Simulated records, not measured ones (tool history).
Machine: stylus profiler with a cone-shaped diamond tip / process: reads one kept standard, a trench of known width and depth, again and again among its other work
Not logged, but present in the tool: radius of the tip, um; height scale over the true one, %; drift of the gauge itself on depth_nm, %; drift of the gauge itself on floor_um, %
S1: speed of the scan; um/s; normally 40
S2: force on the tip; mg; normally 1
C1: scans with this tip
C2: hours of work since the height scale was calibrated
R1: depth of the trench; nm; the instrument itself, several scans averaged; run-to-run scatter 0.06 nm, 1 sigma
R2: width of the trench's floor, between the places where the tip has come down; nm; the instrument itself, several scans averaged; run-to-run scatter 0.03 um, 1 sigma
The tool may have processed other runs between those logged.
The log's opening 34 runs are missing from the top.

run,hour,S1,S2,C1,C2,R1,R2
35,394.4,34,0.44,4931,455,502.33,24740
36,401.4,18,0.63,4965,458,502.63,25000
37,411.6,30,2.06,5016,462,504.78,25080
38,424.3,20,0.41,5078,468,502.12,24900
39,432.1,20,0.41,5117,472,502.22,24910
40,447.6,22,0.65,5193,479,502.67,25000
41,462.1,27,0.57,5264,485,502.48,24860
42,473.4,27,0.57,5320,490,502.63,24880

Each row is a separate what-if for the run after 42, all from the same tool condition, not one after another. Results?
A,485.6,77,1,5380,496,?,?
B,485.6,84,0.47,5380,496,?,?
C,485.6,43,0.48,5380,496,?,?
D,485.6,40,1.27,5380,496,?,?

run,R1,R2
A,503.37,24500
B,502.3,24080
C,502.25,24590
D,503.7,24870
What these runs would have given with no unlogged condition in the tool:
run,R1,R2
A,502.54,24950
B,501.47,24530
C,501.42,25040
D,502.87,25320

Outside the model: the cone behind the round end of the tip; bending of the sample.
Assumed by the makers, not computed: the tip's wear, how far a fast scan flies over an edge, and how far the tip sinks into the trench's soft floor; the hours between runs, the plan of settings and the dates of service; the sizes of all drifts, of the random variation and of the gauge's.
